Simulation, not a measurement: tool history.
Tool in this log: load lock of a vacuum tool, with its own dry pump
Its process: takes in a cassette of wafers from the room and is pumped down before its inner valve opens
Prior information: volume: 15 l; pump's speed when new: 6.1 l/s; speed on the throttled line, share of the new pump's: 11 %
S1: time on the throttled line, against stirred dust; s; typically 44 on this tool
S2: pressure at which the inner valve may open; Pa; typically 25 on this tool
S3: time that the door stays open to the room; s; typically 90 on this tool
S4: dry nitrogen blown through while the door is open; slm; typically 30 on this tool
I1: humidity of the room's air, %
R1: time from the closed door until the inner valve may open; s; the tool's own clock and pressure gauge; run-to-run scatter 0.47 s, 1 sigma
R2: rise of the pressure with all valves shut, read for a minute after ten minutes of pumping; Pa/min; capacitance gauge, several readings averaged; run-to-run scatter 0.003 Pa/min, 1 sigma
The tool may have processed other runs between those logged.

{"run": 1, "hour": 0.0, "S1": 44, "S2": 25, "S3": 90, "S4": 30, "I1": 47.9, "R1": 60.2, "R2": 0.046}
{"run": 2, "hour": 61.3, "S1": 44, "S2": 25, "S3": 90, "S4": 30, "I1": 44.4, "R1": 60.0, "R2": 0.044}
{"run": 3, "hour": 173.5, "S1": 44, "S2": 25, "S3": 90, "S4": 30, "I1": 48.0, "R1": 59.4, "R2": 0.046}
{"run": 4, "hour": 252.4, "S1": 44, "S2": 25, "S3": 90, "S4": 30, "I1": 42.8, "R1": 60.1, "R2": 0.046}
{"run": 5, "hour": 346.8, "S1": 44, "S2": 25, "S3": 90, "S4": 30, "I1": 43.4, "R1": 59.8, "R2": 0.048}
{"run": 6, "hour": 415.5, "S1": 44, "S2": 25, "S3": 123, "S4": 30, "I1": 46.9, "R1": 60.3, "R2": 0.047}
{"run": 7, "hour": 478.9, "S1": 44, "S2": 29, "S3": 90, "S4": 30, "I1": 43.2, "R1": 59.8, "R2": 0.043}
{"run": 8, "hour": 544.4, "S1": 44, "S2": 29, "S3": 90, "S4": 30, "I1": 45.6, "R1": 59.2, "R2": 0.045}
{"run": 9, "hour": 615.2, "S1": 44, "S2": 29, "S3": 90, "S4": 30, "I1": 43.7, "R1": 59.2, "R2": 0.045}
{"run": 10, "hour": 715.6, "S1": 66, "S2": 25, "S3": 90, "S4": 30, "I1": 42.8, "R1": 80.2, "R2": 0.041}
{"run": 11, "hour": 787.0, "S1": 66, "S2": 25, "S3": 90, "S4": 30, "I1": 44.0, "R1": 78.7, "R2": 0.048}
{"run": 12, "hour": 891.4, "S1": 66, "S2": 25, "S3": 90, "S4": 30, "I1": 44.3, "R1": 79.8, "R2": 0.046}
{"run": 13, "hour": 1005.2, "S1": 44, "S2": 25, "S3": 90, "S4": 30, "I1": 45.6, "R1": 59.7, "R2": 0.048}
{"run": 14, "hour": 1067.7, "S1": 44, "S2": 25, "S3": 90, "S4": 30, "I1": 44.3, "R1": 60.0, "R2": 0.044}
{"run": 15, "hour": 1161.3, "S1": 44, "S2": 25, "S3": 90, "S4": 30, "I1": 43.9, "R1": 60.1, "R2": 0.045}
{"run": 16, "hour": 1222.8, "S1": 44, "S2": 28, "S3": 90, "S4": 30, "I1": 44.7, "R1": 60.1, "R2": 0.044}
{"run": 17, "hour": 1298.0, "S1": 44, "S2": 28, "S3": 90, "S4": 30, "I1": 47.0, "R1": 59.7, "R2": 0.051}
{"run": 18, "hour": 1355.7, "S1": 44, "S2": 28, "S3": 90, "S4": 30, "I1": 42.4, "R1": 59.4, "R2": 0.045}
{"run": 19, "hour": 1450.7, "S1": 44, "S2": 25, "S3": 90, "S4": 30, "I1": 46.7, "R1": 61.4, "R2": 0.052}

Run 20 is up next; what results do you expect?
{"run": 20, "hour": 1563.8, "S1": 44, "S2": 25, "S3": 230, "S4": 30, "I1": 42.2, "R1": "?", "R2": "?"}

{"run 20": {"R1": 60.3, "R2": 0.065}}
Minus the tool's unlogged condition, the same run would have read R1 59.7 s, R2 0.046 Pa/min.
